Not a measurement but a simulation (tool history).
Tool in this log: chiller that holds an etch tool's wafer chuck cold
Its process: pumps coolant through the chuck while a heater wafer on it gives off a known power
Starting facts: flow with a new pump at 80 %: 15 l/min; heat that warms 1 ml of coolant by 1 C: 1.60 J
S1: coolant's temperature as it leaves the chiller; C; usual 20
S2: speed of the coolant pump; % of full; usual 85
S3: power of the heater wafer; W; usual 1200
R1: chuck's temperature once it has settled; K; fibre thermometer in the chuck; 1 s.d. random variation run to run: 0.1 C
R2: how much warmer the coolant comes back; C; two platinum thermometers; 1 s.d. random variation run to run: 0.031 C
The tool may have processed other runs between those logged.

Run 1, hour 0: usual settings. Result: R1 307.25 K, R2 3.02 C.
Run 2, hour 102.8: usual settings. Result: R1 307.35 K, R2 3.09 C.
Run 3, hour 210.3: usual settings but S1 11 C. Result: R1 298.35 K, R2 3 C.
Run 4, hour 424.7: usual settings but S1 11 C. Result: R1 298.45 K, R2 3.03 C.
Run 5, hour 593.5: usual settings but S1 11 C, S2 66 % of full. Result: R1 300.85 K, R2 3.89 C.
Run 6, hour 750.4: usual settings but S1 12 C. Result: R1 299.45 K, R2 3.02 C.
Run 7, hour 934.5: usual settings but S1 12 C. Result: R1 299.65 K, R2 3.02 C.
At hour 1078.5: chiller's thermometer calibrated.
Run 8, hour 1110.6: usual settings but S1 12 C. Result: R1 299.25 K, R2 3.08 C.
At hour 1177.8: coolant changed, channels flushed.
Run 9, hour 1336.1: usual settings but S2 72 % of full. Result: R1 307.45 K, R2 3.58 C.
Run 10, hour 1543.8: usual settings but S1 13 C, S2 72 % of full. Result: R1 300.65 K, R2 3.64 C.
Run 11, hour 1703.6: usual settings but S1 13 C, S2 72 % of full, S3 1582 W. Result: R1 305.15 K, R2 4.74 C.
Run 12, hour 1826.7: usual settings but S1 13 C, S2 67 % of full, S3 1364 W. Result: R1 303.35 K, R2 4.43 C.
Run 13, hour 2012.5: usual settings but S1 15 C, S2 77 % of full. Result: R1 302.05 K, R2 3.42 C.
Run 14, hour 2170.6: usual settings but S1 15 C, S3 967 W. Result: R1 299.05 K, R2 2.48 C.
Run 15, hour 2392.9: usual settings but S1 14 C, S2 79 % of full, S3 776 W. Result: R1 296.45 K, R2 2.18 C.
Run 16, hour 2543: usual settings but S1 14 C, S2 79 % of full, S3 776 W. Result: R1 296.35 K, R2 2.22 C.
Run 17, hour 2713.3: usual settings but S1 14 C, S2 79 % of full, S3 776 W. Result: R1 296.45 K, R2 2.19 C.
Run 18, hour 2844.8: usual settings but S2 69 % of full, S3 654 W. Result: R1 301.65 K, R2 2.1 C.
Run 19, hour 3067.1: usual settings but S2 69 % of full, S3 654 W. Result: R1 301.75 K, R2 2.1 C.

Forecast each of these 4 alternatives for the next run:
Run A, hour 3247.3: usual settings but S2 69 % of full, S3 1668 W. Result: R1 ?, R2 ?.
Run B, hour 3247.3: usual settings but S1 13 C, S2 61 % of full. Result: R1 ?, R2 ?.
Run C, hour 3247.3: usual settings but S2 60 % of full, S3 654 W. Result: R1 ?, R2 ?.
Run D, hour 3247.3: usual settings but S1 23 C, S2 69 % of full, S3 1276 W. Result: R1 ?, R2 ?.

run      R1    R2
  A  314.85  5.36
  B  302.95  4.42
  C  302.45  2.42
  D  312.95  4.08
Stripped of hidden state, with their random variation kept, the same runs would have yielded:
run      R1    R2
  A  312.45  4.76
  B  301.15  3.93
  C  301.25  2.15
  D  311.05  3.62
